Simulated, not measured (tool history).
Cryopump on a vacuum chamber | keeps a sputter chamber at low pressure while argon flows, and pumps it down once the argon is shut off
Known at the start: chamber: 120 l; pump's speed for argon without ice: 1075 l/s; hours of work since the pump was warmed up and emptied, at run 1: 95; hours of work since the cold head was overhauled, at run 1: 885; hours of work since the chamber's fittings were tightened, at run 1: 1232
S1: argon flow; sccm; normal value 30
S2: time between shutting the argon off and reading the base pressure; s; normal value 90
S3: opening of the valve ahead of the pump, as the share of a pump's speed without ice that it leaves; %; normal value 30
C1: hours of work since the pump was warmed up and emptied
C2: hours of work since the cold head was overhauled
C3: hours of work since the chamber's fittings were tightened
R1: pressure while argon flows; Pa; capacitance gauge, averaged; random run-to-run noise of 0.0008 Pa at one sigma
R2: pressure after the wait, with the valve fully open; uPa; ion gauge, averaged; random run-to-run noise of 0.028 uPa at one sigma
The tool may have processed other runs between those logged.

run,day,S1,S2,S3,C1,C2,C3,R1,R2
1,0,30,90,30,95,885,1232,0.1583,3.81
2,1.921,30,90,30,121,911,1258,0.1599,4.01
3,2.8,30,90,30,133,923,1270,0.1597,4.04
4,3.904,34,90,30,148,938,1285,0.1823,4.07
5,5.65,34,90,30,172,962,1309,0.1824,4.18
6,7.758,34,90,30,201,990,1338,0.1825,4.29
7,9.442,34,90,30,224,1013,1361,0.1846,4.26
# day 11.571: leaking fittings of the chamber tightened, without venting
8,11.612,30,90,29,252,1042,1,0.1675,1.31
9,13.35,30,90,29,276,1066,24,0.1669,1.47
10,15.121,30,90,30,300,1090,48,0.1639,1.48
11,17.062,30,90,30,326,1116,75,0.1623,1.5
12,18.85,30,90,30,351,1141,99,0.1636,1.59
13,20.162,30,90,30,369,1159,117,0.1644,1.7
14,21.054,30,90,54,381,1171,129,0.0958,1.71
15,22.767,30,90,54,404,1194,153,0.0959,1.77
16,24.296,30,90,48,425,1215,174,0.1063,1.79
17,25.821,30,90,30,446,1236,195,0.1642,1.92
18,27.438,25,90,30,468,1258,217,0.1378,1.89
19,28.775,30,67,32,486,1276,235,0.158,2.41
20,29.721,27,46,37,499,1289,248,0.124,3.02
21,30.812,27,63,37,514,1304,263,0.1238,2.53
22,32.308,16,298,37,535,1324,283,0.0732,1.28
23,33.292,13,39,43,548,1338,297,0.053,3.44
24,34.183,13,39,43,560,1350,309,0.0531,3.47
25,35.279,30,90,25,575,1365,324,0.2006,2.16
26,36.246,30,74,30,588,1378,337,0.1695,2.39
27,37.317,22,30,30,603,1393,351,0.1237,4.35
28,38.562,30,184,30,620,1410,369,0.1698,1.8
29,40.388,30,184,30,645,1435,393,0.1705,1.89
30,42.467,30,184,30,673,1463,422,0.1691,1.93
31,43.483,30,184,30,687,1477,436,0.1701,1.91
32,45.142,30,184,22,710,1500,458,0.2295,2
33,47.192,30,42,39,738,1528,486,0.1357,3.92

Branching from run 33: 4 alternative next runs. What would each branch give?
A,48.283,30,32,30,753,1543,501,?,?
B,48.283,18,62,17,753,1543,501,?,?
C,48.283,50,255,15,753,1543,501,?,?
D,48.283,30,42,54,753,1543,501,?,?

run,R1,R2
A,0.1725,4.57
B,0.1757,3.14
C,0.5507,2.11
D,0.1026,3.94
Take away the tool's hidden state, keep each run's random variation, and the runs would have read:
run,R1,R2
A,0.1567,3.18
B,0.1662,1.75
C,0.5245,0.7
D,0.0869,2.54

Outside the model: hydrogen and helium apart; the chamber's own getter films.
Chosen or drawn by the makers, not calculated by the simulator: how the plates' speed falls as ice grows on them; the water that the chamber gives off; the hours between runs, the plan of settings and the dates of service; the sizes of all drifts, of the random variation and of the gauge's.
